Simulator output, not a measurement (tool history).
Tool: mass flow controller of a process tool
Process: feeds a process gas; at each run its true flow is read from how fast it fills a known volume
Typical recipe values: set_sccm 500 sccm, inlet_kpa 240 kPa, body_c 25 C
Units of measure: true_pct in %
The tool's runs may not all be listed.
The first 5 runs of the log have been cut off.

run	hour	set_sccm	inlet_kpa	body_c	true_pct
6	703.2	273	240	25	101.34
7	935.8	273	240	25	101.43
8	1182.1	273	240	25	101.37
9	1350.8	189	240	25	101.97
10	1515.7	500	240	25	101.22
11	1708.2	500	240	25	101.4
12	1973.5	500	240	25	101.4
13	2141	500	180	25	101.75
14	2362.6	500	180	25	101.76
15	2540.1	500	180	25	101.96
16	2697.8	500	180	25	101.86
17	2832.2	500	180	25	101.91
18	3065.6	500	180	25	101.97
# hour 3080.5: controller's zero set anew
19	3270.8	415	240	25	102.2
20	3484.4	415	240	25	102.24
21	3650.7	415	240	25	102.21
22	3906	117	240	25	104.82
23	4060.5	117	173	25	105.33
24	4264.8	500	240	25	102.26
# hour 4519.6: controller's zero set anew, once more
25	4534	500	240	25	101.53
# hour 4662.6: controller exchanged for a calibrated one
26	4790.6	458	260	26	99.42
27	4962.1	458	229	35	98.5
28	5101.2	776	175	23	100.34
29	5337.8	500	197	32	99.24

Run 30 has not been measured yet. What should we expect?
30	5567.5	234	208	36	?

{"run 30": {"true_pct": 98.68}}
With the hidden condition absent and the run-to-run variation left alone, this run would have shown true_pct 98.33 %.
